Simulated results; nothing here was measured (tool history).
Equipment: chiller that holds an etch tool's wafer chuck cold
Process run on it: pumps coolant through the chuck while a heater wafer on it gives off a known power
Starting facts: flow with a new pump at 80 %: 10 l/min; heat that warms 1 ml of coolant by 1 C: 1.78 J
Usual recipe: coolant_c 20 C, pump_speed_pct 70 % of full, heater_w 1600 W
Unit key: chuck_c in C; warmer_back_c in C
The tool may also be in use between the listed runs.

run   hour  coolant_c  pump_speed_pct  heater_w  chuck_c  warmer_back_c
  1      0         20              70      1600     38.8           6.34
  2   55.1         20              70      1600       39           6.29
  3  128.6         20              70      1600     39.1           6.34
  4  202.1         20              70      1600     39.3           6.33
  5  250.2         20              70      1600     39.1           6.36
  6  302.6         20              70      1600     39.4           6.32
  7  354.9         20              70      1600     39.4           6.43
  8  394.5         20              70      1600     39.4           6.35
     404.6  -- coolant pump overhauled
  9  477.2         12              70      1600     31.6           6.55
 10  515.3         12              70      1600     31.9           6.53
 11  571.2         23              70      1515     41.8           6.18
 12  605.3         13              78      1244     27.2           4.58
 13    664         20              99      1600     35.1           4.66
 14  737.3         20              92      1600     36.1              5
     807.2  -- coolant pump overhauled, once more
 15  815.4         20              92      1600     35.4           4.76

Table of differences, measured result less the result of that run with no hidden state. Run-to-run variation is the same in both. Gauge scatter possibly is not:
What the log doesn't record here: heat passed by the chuck's channels, % of clean ones'; flow at a given pump speed, % of a new pump's; coolant's true temperature over the reading, C; drift of the gauge itself on chuck_c, C; drift of the gauge itself on warmer_back_c, C.
run  chuck_c  warmer_back_c
  1     +0.3          +0.17
  2     +0.4          +0.18
  3     +0.5           +0.2
  4     +0.6          +0.21
  5     +0.6          +0.22
  6     +0.6          +0.23
  7     +0.7          +0.25
  8     +0.8          +0.25
  9     +1.1          +0.38
 10     +1.1          +0.39
 11     +1.1          +0.38
 12     +0.7          +0.29
 13     +0.8          +0.31
 14       +1          +0.35
 15     +0.2          +0.03
